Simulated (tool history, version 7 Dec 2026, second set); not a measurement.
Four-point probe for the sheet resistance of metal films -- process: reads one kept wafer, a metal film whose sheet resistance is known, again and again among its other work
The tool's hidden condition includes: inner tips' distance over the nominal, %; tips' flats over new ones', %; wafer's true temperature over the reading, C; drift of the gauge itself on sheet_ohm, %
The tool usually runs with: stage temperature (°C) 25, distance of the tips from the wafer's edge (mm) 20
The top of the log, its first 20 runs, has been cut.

run	day	stage temperature (°C)	distance of the tips from the wafer's edge (mm)	touches since the probe head was changed	hours of work since the stage's thermometer was calibrated	sheet resistance as the instrument gives it (ohm/square)
21	9.796	34	53	5958	207	0.351195
22	10.142	25	33	6130	211	0.351401
23	10.550	19	54	6332	216	0.351463
24	11.204	24	6	6658	224	0.352567
25	11.862	24	6	6985	232	0.352613
26	12.358	28	38	7231	238	0.351547
27	13.042	28	38	7571	246	0.351472
28	13.704	22	57	7901	254	0.351472
29	14.388	30	14	8241	262	0.351738
30	14.733	30	14	8412	266	0.351586
31	15.292	30	50	8690	273	0.351362
32	15.733	25	4	8910	278	0.354360
33	16.121	25	4	9102	283	0.354319
34	16.704	24	4	9392	289	0.354384
35	17.004	25	38	9542	293	0.351417
36	17.392	25	38	9734	298	0.351377
37	17.862	23	7	9969	303	0.352362
38	18.221	31	25	10146	308	0.351453
39	18.533	31	25	10303	311	0.351562
40	18.838	31	25	10452	315	0.351494

Consider 3 possible next runs. They are alternatives, not a sequence: every one starts from the tool as it was left by run 40. What does each give?
A	19.283	30	8	10674	320	?
B	19.283	24	20	10674	320	?
C	19.283	31	3	10674	320	?

run	sheet resistance as the instrument gives it (ohm/square)
A	0.352133
B	0.351564
C	0.356576
With the hidden condition removed and each run's random variation left untouched, the same runs would have given:
run	sheet resistance as the instrument gives it (ohm/square)
A	0.351632
B	0.351067
C	0.356069

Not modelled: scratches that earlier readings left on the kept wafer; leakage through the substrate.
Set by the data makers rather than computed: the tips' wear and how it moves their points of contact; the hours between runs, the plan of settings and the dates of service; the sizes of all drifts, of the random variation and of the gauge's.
